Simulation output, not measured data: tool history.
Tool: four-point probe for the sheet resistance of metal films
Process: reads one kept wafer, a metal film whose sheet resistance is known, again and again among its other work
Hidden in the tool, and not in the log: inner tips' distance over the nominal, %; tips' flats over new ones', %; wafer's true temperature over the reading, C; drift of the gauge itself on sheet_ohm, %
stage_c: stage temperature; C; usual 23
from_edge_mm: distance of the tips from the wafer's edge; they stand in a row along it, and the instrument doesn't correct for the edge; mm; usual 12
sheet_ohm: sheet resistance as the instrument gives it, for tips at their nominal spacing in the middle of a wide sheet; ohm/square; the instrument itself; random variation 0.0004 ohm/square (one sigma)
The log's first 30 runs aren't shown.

run	hour	stage_c	from_edge_mm	touches since the probe head was changed	hours of work since the stage's thermometer was calibrated	sheet_ohm
31	1450.5	23	7	58267	794	2.024846
32	1497.1	23	37	59802	814	2.020186
33	1553.7	30	50	61663	839	2.016523
34	1585.1	30	50	62694	853	2.017084
35	1619.5	20	11	63827	869	2.022825
36	1682.1	20	11	65885	896	2.023599
37	1726.9	19	7	67359	916	2.027326
38	1765.9	19	7	68642	933	2.026918
39	1823.1	23	3	70522	959	2.049205
40	1862.7	23	3	71824	976	2.049456
41	1924	23	3	73841	1004	2.050148
42	1968.4	23	3	75302	1023	2.048714
43	2012.1	26	27	76737	1043	2.018764
44	2044.4	19	23	77800	1057	2.022395
45	2106	22	10	79826	1084	2.023005

Forecast each of these 4 alternatives for the next run:
A	2160.1	20	4	81606	1108	?
B	2160.1	21	73	81606	1108	?
C	2160.1	21	11	81606	1108	?
D	2160.1	21	55	81606	1108	?

run	sheet_ohm
A	2.038155
B	2.020353
C	2.022402
D	2.021368
Without the tool's hidden state the same runs would have given:
run	sheet_ohm
A	2.038103
B	2.020301
C	2.02235
D	2.021316
